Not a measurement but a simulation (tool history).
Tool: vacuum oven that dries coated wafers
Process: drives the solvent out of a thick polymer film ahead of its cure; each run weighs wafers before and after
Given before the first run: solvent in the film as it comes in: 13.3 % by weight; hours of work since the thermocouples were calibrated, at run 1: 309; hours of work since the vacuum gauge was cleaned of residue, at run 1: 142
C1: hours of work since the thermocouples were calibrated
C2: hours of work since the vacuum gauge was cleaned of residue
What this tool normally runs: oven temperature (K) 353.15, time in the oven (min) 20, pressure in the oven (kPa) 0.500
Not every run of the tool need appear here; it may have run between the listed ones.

{"run": 1, "day": 0.0, "oven temperature (K)": 353.15, "time in the oven (min)": 20, "pressure in the oven (kPa)": 0.5, "C1": 309, "C2": 142, "solvent left in the film (%)": 1.34}
{"run": 2, "day": 0.471, "oven temperature (K)": 353.15, "time in the oven (min)": 20, "pressure in the oven (kPa)": 0.5, "C1": 316, "C2": 149, "solvent left in the film (%)": 1.31}
{"run": 3, "day": 0.888, "oven temperature (K)": 353.15, "time in the oven (min)": 20, "pressure in the oven (kPa)": 0.96, "C1": 322, "C2": 155, "solvent left in the film (%)": 1.47}
{"run": 4, "day": 1.296, "oven temperature (K)": 353.15, "time in the oven (min)": 30, "pressure in the oven (kPa)": 0.96, "C1": 328, "C2": 161, "solvent left in the film (%)": 0.75}
{"run": 5, "day": 1.521, "oven temperature (K)": 353.15, "time in the oven (min)": 30, "pressure in the oven (kPa)": 0.96, "C1": 331, "C2": 164, "solvent left in the film (%)": 0.76}
{"run": 6, "day": 2.025, "oven temperature (K)": 353.15, "time in the oven (min)": 20, "pressure in the oven (kPa)": 0.5, "C1": 338, "C2": 172, "solvent left in the film (%)": 1.31}
{"run": 7, "day": 2.367, "oven temperature (K)": 353.15, "time in the oven (min)": 15, "pressure in the oven (kPa)": 0.425, "C1": 344, "C2": 177, "solvent left in the film (%)": 2.11}
{"day": 2.475, "done": "oven's thermocouples calibrated"}
{"run": 8, "day": 2.888, "oven temperature (K)": 352.15, "time in the oven (min)": 15, "pressure in the oven (kPa)": 0.425, "C1": 6, "C2": 183, "solvent left in the film (%)": 2.39}
{"run": 9, "day": 3.246, "oven temperature (K)": 353.15, "time in the oven (min)": 20, "pressure in the oven (kPa)": 0.322, "C1": 11, "C2": 189, "solvent left in the film (%)": 1.26}
{"run": 10, "day": 3.7, "oven temperature (K)": 353.15, "time in the oven (min)": 20, "pressure in the oven (kPa)": 0.322, "C1": 18, "C2": 195, "solvent left in the film (%)": 1.26}
{"run": 11, "day": 4.117, "oven temperature (K)": 353.15, "time in the oven (min)": 20, "pressure in the oven (kPa)": 1.39, "C1": 24, "C2": 201, "solvent left in the film (%)": 1.63}
{"day": 4.275, "done": "oven's thermocouples calibrated, once more"}
{"run": 12, "day": 4.471, "oven temperature (K)": 353.15, "time in the oven (min)": 20, "pressure in the oven (kPa)": 1.39, "C1": 3, "C2": 205, "solvent left in the film (%)": 1.65}

Hidden state at the last listed run before each entry between runs and at the first one after, where it differs:
Between runs 7 and 8: oven's thermocouples calibrated (day 2.475)
  true wafer temperature over the reading, C: 0.04 -> 0.06; true pressure over the reading, kPa: 0.074 -> 0.076
Between runs 11 and 12: oven's thermocouples calibrated, once more (day 4.275)
  true wafer temperature over the reading, C: 0.08 -> 0.09; true pressure over the reading, kPa: 0.082 -> 0.084

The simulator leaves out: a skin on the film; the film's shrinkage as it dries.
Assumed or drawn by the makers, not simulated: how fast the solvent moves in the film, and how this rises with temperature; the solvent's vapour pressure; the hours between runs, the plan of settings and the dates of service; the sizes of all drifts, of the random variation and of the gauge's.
